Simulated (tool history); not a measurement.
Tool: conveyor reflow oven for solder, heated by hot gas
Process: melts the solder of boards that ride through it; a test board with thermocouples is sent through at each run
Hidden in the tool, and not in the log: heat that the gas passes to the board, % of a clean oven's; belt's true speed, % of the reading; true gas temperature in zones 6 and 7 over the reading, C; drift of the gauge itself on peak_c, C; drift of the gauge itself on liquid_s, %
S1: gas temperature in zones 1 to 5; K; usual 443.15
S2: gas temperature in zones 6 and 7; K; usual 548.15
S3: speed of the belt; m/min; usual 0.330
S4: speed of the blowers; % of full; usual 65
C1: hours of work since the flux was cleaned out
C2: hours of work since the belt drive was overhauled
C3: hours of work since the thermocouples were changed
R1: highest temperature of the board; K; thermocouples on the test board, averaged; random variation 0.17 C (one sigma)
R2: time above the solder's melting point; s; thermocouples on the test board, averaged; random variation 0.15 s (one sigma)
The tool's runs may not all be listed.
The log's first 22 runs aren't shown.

| run | hour | S1 | S2 | S3 | S4 | C1 | C2 | C3 | R1 | R2 |
|---|---|---|---|---|---|---|---|---|---|---|
|  | 249.6 | flux residue cleaned out of gas plates and filters |
| 23 | 255.7 | 437.15 | 548.15 | 0.330 | 56 | 4 | 18 | 328 | 523.95 | 73.8 |
| 24 | 269.3 | 443.15 | 548.15 | 0.330 | 65 | 14 | 27 | 337 | 528.95 | 82.4 |
| 25 | 279.5 | 443.15 | 548.15 | 0.330 | 65 | 21 | 34 | 345 | 528.95 | 82.5 |
| 26 | 289.2 | 434.15 | 548.15 | 0.330 | 67 | 27 | 41 | 351 | 527.95 | 78.0 |
| 27 | 304.3 | 434.15 | 548.15 | 0.330 | 67 | 38 | 51 | 362 | 527.75 | 77.8 |
| 28 | 319.4 | 443.15 | 544.15 | 0.330 | 65 | 48 | 62 | 372 | 525.25 | 78.9 |
| 29 | 328.0 | 453.15 | 555.15 | 0.319 | 65 | 54 | 68 | 378 | 537.55 | 98.5 |
| 30 | 340.5 | 443.15 | 544.15 | 0.391 | 58 | 63 | 77 | 387 | 515.75 | 54.0 |

Forecast each of these 4 alternatives for the next run:
| A | 351.1 | 443.15 | 557.15 | 0.391 | 54 | 71 | 84 | 394 | ? | ? |
| B | 351.1 | 455.15 | 550.15 | 0.330 | 56 | 71 | 84 | 394 | ? | ? |
| C | 351.1 | 443.15 | 561.15 | 0.374 | 65 | 71 | 84 | 394 | ? | ? |
| D | 351.1 | 443.15 | 548.15 | 0.283 | 65 | 71 | 84 | 394 | ? | ? |

| run | R1 | R2 |
|---|---|---|
| A | 523.55 | 62.4 |
| B | 529.25 | 88.1 |
| C | 534.85 | 76.5 |
| D | 533.35 | 103.1 |
Without the tool's hidden state the same runs would have given:
| run | R1 | R2 |
|---|---|---|
| A | 525.35 | 64.0 |
| B | 530.95 | 89.6 |
| C | 536.75 | 77.8 |
| D | 535.15 | 104.5 |
